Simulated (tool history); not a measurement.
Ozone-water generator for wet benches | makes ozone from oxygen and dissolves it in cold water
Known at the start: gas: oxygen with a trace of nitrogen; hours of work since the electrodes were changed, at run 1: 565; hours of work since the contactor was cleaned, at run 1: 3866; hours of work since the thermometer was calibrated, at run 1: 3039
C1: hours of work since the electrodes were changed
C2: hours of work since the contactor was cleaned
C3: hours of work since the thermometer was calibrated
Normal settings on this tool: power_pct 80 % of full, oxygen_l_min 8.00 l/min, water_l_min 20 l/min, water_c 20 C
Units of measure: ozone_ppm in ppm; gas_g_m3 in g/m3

run 1 hour=0.0 | power_pct=80 oxygen_l_min=8.00 water_l_min=20 water_c=20 | C1=565 C2=3866 C3=3039 | ozone_ppm=36.8 gas_g_m3=246.8
run 2 hour=20.8 | power_pct=80 oxygen_l_min=8.00 water_l_min=20 water_c=20 | C1=578 C2=3879 C3=3051 | ozone_ppm=36.4 gas_g_m3=249.4
run 3 hour=53.1 | power_pct=80 oxygen_l_min=8.00 water_l_min=20 water_c=20 | C1=597 C2=3898 C3=3071 | ozone_ppm=36.4 gas_g_m3=247.8
run 4 hour=90.7 | power_pct=80 oxygen_l_min=10.80 water_l_min=20 water_c=20 | C1=620 C2=3921 C3=3093 | ozone_ppm=37.3 gas_g_m3=223.7
run 5 hour=133.5 | power_pct=80 oxygen_l_min=10.80 water_l_min=20 water_c=20 | C1=646 C2=3947 C3=3119 | ozone_ppm=37.3 gas_g_m3=220.8
run 6 hour=170.5 | power_pct=75 oxygen_l_min=8.00 water_l_min=20 water_c=20 | C1=668 C2=3969 C3=3142 | ozone_ppm=35.4 gas_g_m3=238.8
run 7 hour=194.8 | power_pct=75 oxygen_l_min=8.00 water_l_min=20 water_c=20 | C1=683 C2=3984 C3=3157 | ozone_ppm=35.3 gas_g_m3=239.3
run 8 hour=241.5 | power_pct=75 oxygen_l_min=8.00 water_l_min=20 water_c=20 | C1=711 C2=4012 C3=3185 | ozone_ppm=35.2 gas_g_m3=237.5
run 9 hour=286.8 | power_pct=75 oxygen_l_min=8.00 water_l_min=20 water_c=20 | C1=739 C2=4040 C3=3212 | ozone_ppm=34.8 gas_g_m3=238.0
run 10 hour=313.8 | power_pct=80 oxygen_l_min=8.00 water_l_min=20 water_c=20 | C1=755 C2=4056 C3=3228 | ozone_ppm=36.6 gas_g_m3=246.5
run 11 hour=342.6 | power_pct=71 oxygen_l_min=8.00 water_l_min=20 water_c=20 | C1=773 C2=4073 C3=3246 | ozone_ppm=33.8 gas_g_m3=231.4
run 12 hour=380.7 | power_pct=80 oxygen_l_min=8.00 water_l_min=20 water_c=20 | C1=796 C2=4096 C3=3269 | ozone_ppm=36.4 gas_g_m3=245.6
run 13 hour=412.7 | power_pct=80 oxygen_l_min=8.00 water_l_min=20 water_c=20 | C1=815 C2=4116 C3=3288 | ozone_ppm=36.6 gas_g_m3=244.6
run 14 hour=455.1 | power_pct=80 oxygen_l_min=8.00 water_l_min=20 water_c=20 | C1=841 C2=4141 C3=3314 | ozone_ppm=36.7 gas_g_m3=251.2
run 15 hour=475.4 | power_pct=80 oxygen_l_min=6.86 water_l_min=20 water_c=20 | C1=853 C2=4154 C3=3326 | ozone_ppm=35.7 gas_g_m3=260.5
run 16 hour=504.2 | power_pct=41 oxygen_l_min=8.51 water_l_min=14 water_c=23 | C1=870 C2=4171 C3=3344 | ozone_ppm=28.4 gas_g_m3=167.6
run 17 hour=545.8 | power_pct=80 oxygen_l_min=12.05 water_l_min=27 water_c=20 | C1=896 C2=4196 C3=3369 | ozone_ppm=31.9 gas_g_m3=215.7
run 18 hour=592.9 | power_pct=52 oxygen_l_min=10.07 water_l_min=12 water_c=18 | C1=924 C2=4225 C3=3397 | ozone_ppm=38.4 gas_g_m3=180.0
run 19 hour=632.1 | power_pct=52 oxygen_l_min=10.07 water_l_min=12 water_c=18 | C1=948 C2=4249 C3=3421 | ozone_ppm=38.7 gas_g_m3=182.0
run 20 hour=659.4 | power_pct=46 oxygen_l_min=10.45 water_l_min=20 water_c=25 | C1=964 C2=4265 C3=3438 | ozone_ppm=24.6 gas_g_m3=166.4
run 21 hour=704.4 | power_pct=80 oxygen_l_min=4.12 water_l_min=20 water_c=20 | C1=992 C2=4292 C3=3465 | ozone_ppm=32.2 gas_g_m3=307.2
run 22 hour=746.4 | power_pct=65 oxygen_l_min=13.21 water_l_min=20 water_c=16 | C1=1017 C2=4318 C3=3490 | ozone_ppm=36.1 gas_g_m3=188.5
run 23 hour=765.9 | power_pct=65 oxygen_l_min=13.21 water_l_min=20 water_c=16 | C1=1029 C2=4330 C3=3502 | ozone_ppm=36.6 gas_g_m3=186.5

Run 24 is up next; what results do you expect?
run 24 hour=789.6 | power_pct=67 oxygen_l_min=8.00 water_l_min=25 water_c=20 | C1=1043 C2=4344 C3=3516 | ozone_ppm=? gas_g_m3=?

Logged for run 24: ozone_ppm 28.6 ppm, gas_g_m3 224.9 g/m3.
Take away the tool's hidden state, keep the run-to-run variation as it was, and the same run would have given ozone_ppm 28.6 ppm, gas_g_m3 225.1 g/m3.
